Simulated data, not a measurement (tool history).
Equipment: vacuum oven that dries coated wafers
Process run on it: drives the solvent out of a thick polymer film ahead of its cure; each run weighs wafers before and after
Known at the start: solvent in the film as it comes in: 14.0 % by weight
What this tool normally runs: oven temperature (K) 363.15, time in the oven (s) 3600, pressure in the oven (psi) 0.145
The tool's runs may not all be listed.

{"run": 1, "hour": 0.0, "oven temperature (K)": 363.15, "time in the oven (s)": 3600, "pressure in the oven (psi)": 0.145, "solvent left in the film (%)": 2.52}
{"run": 2, "hour": 5.9, "oven temperature (K)": 363.15, "time in the oven (s)": 2640, "pressure in the oven (psi)": 0.145, "solvent left in the film (%)": 3.36}
{"run": 3, "hour": 15.6, "oven temperature (K)": 363.15, "time in the oven (s)": 3600, "pressure in the oven (psi)": 0.17, "solvent left in the film (%)": 2.6}
{"run": 4, "hour": 29.3, "oven temperature (K)": 363.15, "time in the oven (s)": 3600, "pressure in the oven (psi)": 0.17, "solvent left in the film (%)": 2.69}
{"run": 5, "hour": 41.7, "oven temperature (K)": 363.15, "time in the oven (s)": 3600, "pressure in the oven (psi)": 0.17, "solvent left in the film (%)": 2.67}
{"run": 6, "hour": 47.8, "oven temperature (K)": 363.15, "time in the oven (s)": 3600, "pressure in the oven (psi)": 0.17, "solvent left in the film (%)": 2.56}
{"run": 7, "hour": 58.1, "oven temperature (K)": 363.15, "time in the oven (s)": 3600, "pressure in the oven (psi)": 0.17, "solvent left in the film (%)": 2.68}
{"run": 8, "hour": 66.5, "oven temperature (K)": 363.15, "time in the oven (s)": 3600, "pressure in the oven (psi)": 0.17, "solvent left in the film (%)": 2.62}
{"run": 9, "hour": 78.0, "oven temperature (K)": 363.15, "time in the oven (s)": 3600, "pressure in the oven (psi)": 0.17, "solvent left in the film (%)": 2.79}
{"run": 10, "hour": 85.1, "oven temperature (K)": 363.15, "time in the oven (s)": 3600, "pressure in the oven (psi)": 0.17, "solvent left in the film (%)": 2.67}
{"run": 11, "hour": 95.6, "oven temperature (K)": 363.15, "time in the oven (s)": 3600, "pressure in the oven (psi)": 0.17, "solvent left in the film (%)": 2.74}
{"run": 12, "hour": 102.2, "oven temperature (K)": 377.15, "time in the oven (s)": 3600, "pressure in the oven (psi)": 0.305, "solvent left in the film (%)": 1.62}
{"run": 13, "hour": 108.3, "oven temperature (K)": 361.15, "time in the oven (s)": 4980, "pressure in the oven (psi)": 0.228, "solvent left in the film (%)": 2.95}
{"run": 14, "hour": 121.2, "oven temperature (K)": 357.15, "time in the oven (s)": 6180, "pressure in the oven (psi)": 0.145, "solvent left in the film (%)": 2.47}
{"run": 15, "hour": 128.8, "oven temperature (K)": 364.15, "time in the oven (s)": 6180, "pressure in the oven (psi)": 0.323, "solvent left in the film (%)": 3.02}
{"run": 16, "hour": 136.7, "oven temperature (K)": 363.15, "time in the oven (s)": 3000, "pressure in the oven (psi)": 0.11, "solvent left in the film (%)": 2.69}
{"run": 17, "hour": 143.6, "oven temperature (K)": 363.15, "time in the oven (s)": 3000, "pressure in the oven (psi)": 0.11, "solvent left in the film (%)": 2.82}
{"run": 18, "hour": 156.3, "oven temperature (K)": 366.15, "time in the oven (s)": 3840, "pressure in the oven (psi)": 0.181, "solvent left in the film (%)": 2.03}
{"run": 19, "hour": 162.1, "oven temperature (K)": 363.15, "time in the oven (s)": 3600, "pressure in the oven (psi)": 0.16, "solvent left in the film (%)": 2.58}
{"run": 20, "hour": 168.8, "oven temperature (K)": 365.15, "time in the oven (s)": 5700, "pressure in the oven (psi)": 0.41, "solvent left in the film (%)": 3.55}
{"run": 21, "hour": 181.3, "oven temperature (K)": 368.15, "time in the oven (s)": 5520, "pressure in the oven (psi)": 0.106, "solvent left in the film (%)": 0.8}

Branching from run 21: 4 alternative next runs. What would each branch give?
{"run": "A", "hour": 192.3, "oven temperature (K)": 356.15, "time in the oven (s)": 2280, "pressure in the oven (psi)": 0.178, "solvent left in the film (%)": "?"}
{"run": "B", "hour": 192.3, "oven temperature (K)": 376.15, "time in the oven (s)": 5520, "pressure in the oven (psi)": 0.094, "solvent left in the film (%)": "?"}
{"run": "C", "hour": 192.3, "oven temperature (K)": 369.15, "time in the oven (s)": 4860, "pressure in the oven (psi)": 0.145, "solvent left in the film (%)": "?"}
{"run": "D", "hour": 192.3, "oven temperature (K)": 352.15, "time in the oven (s)": 1860, "pressure in the oven (psi)": 0.145, "solvent left in the film (%)": "?"}

run=A solvent_left_in_the_film_(%)=6.14
run=B solvent_left_in_the_film_(%)=0.5
run=C solvent_left_in_the_film_(%)=1.16
run=D solvent_left_in_the_film_(%)=7.79
With the hidden condition removed and each run's random variation left untouched, the same runs would have given:
run=A solvent_left_in_the_film_(%)=6.14
run=B solvent_left_in_the_film_(%)=0.5
run=C solvent_left_in_the_film_(%)=1.16
run=D solvent_left_in_the_film_(%)=7.79
